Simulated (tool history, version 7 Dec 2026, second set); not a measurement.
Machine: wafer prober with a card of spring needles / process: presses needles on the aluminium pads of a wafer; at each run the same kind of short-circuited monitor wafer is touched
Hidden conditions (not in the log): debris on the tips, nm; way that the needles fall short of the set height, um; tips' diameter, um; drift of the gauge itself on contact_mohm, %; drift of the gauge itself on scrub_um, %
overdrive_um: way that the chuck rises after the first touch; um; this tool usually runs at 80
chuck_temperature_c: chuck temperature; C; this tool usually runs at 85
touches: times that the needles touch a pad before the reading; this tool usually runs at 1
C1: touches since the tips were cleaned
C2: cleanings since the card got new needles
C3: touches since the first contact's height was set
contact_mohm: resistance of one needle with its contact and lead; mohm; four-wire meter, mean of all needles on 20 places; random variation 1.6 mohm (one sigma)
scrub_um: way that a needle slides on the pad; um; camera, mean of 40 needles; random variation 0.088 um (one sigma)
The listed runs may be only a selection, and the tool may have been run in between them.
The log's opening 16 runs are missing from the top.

-- hour=204.3 tips cleaned on abrasive film
-- hour=212.5 tips cleaned on abrasive film
run 17 hour=212.5 | overdrive_um=80 chuck_temperature_c=85 touches=1 | C1=0 C2=91 C3=206016 | contact_mohm=154 scrub_um=12.05
-- hour=220 tips cleaned on abrasive film
-- hour=220.3 height of the first contact set anew
run 18 hour=227 | overdrive_um=80 chuck_temperature_c=85 touches=1 | C1=1828 C2=92 C3=1828 | contact_mohm=154 scrub_um=12.19
-- hour=228.4 tips cleaned on abrasive film
-- hour=236.1 tips cleaned on abrasive film
-- hour=244 tips cleaned on abrasive film
run 19 hour=245.2 | overdrive_um=80 chuck_temperature_c=53 touches=1 | C1=344 C2=95 C3=6705 | contact_mohm=152 scrub_um=12.24
-- hour=251.2 tips cleaned on abrasive film
-- hour=260 tips cleaned on abrasive film
run 20 hour=263 | overdrive_um=91 chuck_temperature_c=79 touches=2 | C1=809 C2=97 C3=11477 | contact_mohm=151 scrub_um=13.88
-- hour=268.1 tips cleaned on abrasive film
run 21 hour=273.3 | overdrive_um=91 chuck_temperature_c=59 touches=2 | C1=1434 C2=98 C3=14276 | contact_mohm=151 scrub_um=13.92
-- hour=275.5 tips cleaned on abrasive film
-- hour=283 tips cleaned on abrasive film
run 22 hour=289.8 | overdrive_um=67 chuck_temperature_c=37 touches=2 | C1=1850 C2=100 C3=18710 | contact_mohm=152 scrub_um=10.19
-- hour=291.5 tips cleaned on abrasive film
-- hour=299.6 tips cleaned on abrasive film
-- hour=307.8 tips cleaned on abrasive film
run 23 hour=308 | overdrive_um=87 chuck_temperature_c=31 touches=1 | C1=67 C2=103 C3=23575 | contact_mohm=148 scrub_um=13.32
-- hour=315.8 tips cleaned on abrasive film
run 24 hour=317.2 | overdrive_um=64 chuck_temperature_c=123 touches=1 | C1=392 C2=104 C3=26055 | contact_mohm=163 scrub_um=9.72
-- hour=323.9 tips cleaned on abrasive film
run 25 hour=329.1 | overdrive_um=64 chuck_temperature_c=123 touches=1 | C1=1393 C2=105 C3=29252 | contact_mohm=166 scrub_um=9.83
-- hour=332.4 tips cleaned on abrasive film
-- hour=341 tips cleaned on abrasive film
run 26 hour=344 | overdrive_um=64 chuck_temperature_c=123 touches=1 | C1=806 C2=107 C3=33269 | contact_mohm=163 scrub_um=9.83
-- hour=348.4 tips cleaned on abrasive film
-- hour=355.8 tips cleaned on abrasive film
run 27 hour=357.2 | overdrive_um=87 chuck_temperature_c=123 touches=1 | C1=398 C2=109 C3=36810 | contact_mohm=161 scrub_um=13.28
-- hour=363.7 tips cleaned on abrasive film
run 28 hour=366.1 | overdrive_um=67 chuck_temperature_c=111 touches=1 | C1=644 C2=110 C3=39193 | contact_mohm=160 scrub_um=10.34
-- hour=371.7 tips cleaned on abrasive film
-- hour=379.6 tips cleaned on abrasive film
run 29 hour=379.9 | overdrive_um=99 chuck_temperature_c=85 touches=1 | C1=67 C2=112 C3=42897 | contact_mohm=156 scrub_um=15.01
-- hour=387.4 tips cleaned on abrasive film
-- hour=395.8 tips cleaned on abrasive film
run 30 hour=397.8 | overdrive_um=64 chuck_temperature_c=43 touches=2 | C1=527 C2=114 C3=47713 | contact_mohm=151 scrub_um=9.73

What if the next run were any one of these 3? Each begins from the tool's condition after run 30:
-- hour=404.2 tips cleaned on abrasive film
run A hour=410.7 | overdrive_um=64 chuck_temperature_c=43 touches=1 | C1=1778 C2=115 C3=51207 | contact_mohm=? scrub_um=?
-- hour=404.2 tips cleaned on abrasive film
run B hour=410.7 | overdrive_um=71 chuck_temperature_c=43 touches=2 | C1=1778 C2=115 C3=51207 | contact_mohm=? scrub_um=?
-- hour=404.2 tips cleaned on abrasive film
run C hour=410.7 | overdrive_um=69 chuck_temperature_c=85 touches=1 | C1=1778 C2=115 C3=51207 | contact_mohm=? scrub_um=?

run=A contact_mohm=154 scrub_um=9.69
run=B contact_mohm=151 scrub_um=10.69
run=C contact_mohm=157 scrub_um=10.48
Without the tool's unlogged condition, the same runs would have read:
run=A contact_mohm=154 scrub_um=9.7
run=B contact_mohm=151 scrub_um=10.69
run=C contact_mohm=156 scrub_um=10.48

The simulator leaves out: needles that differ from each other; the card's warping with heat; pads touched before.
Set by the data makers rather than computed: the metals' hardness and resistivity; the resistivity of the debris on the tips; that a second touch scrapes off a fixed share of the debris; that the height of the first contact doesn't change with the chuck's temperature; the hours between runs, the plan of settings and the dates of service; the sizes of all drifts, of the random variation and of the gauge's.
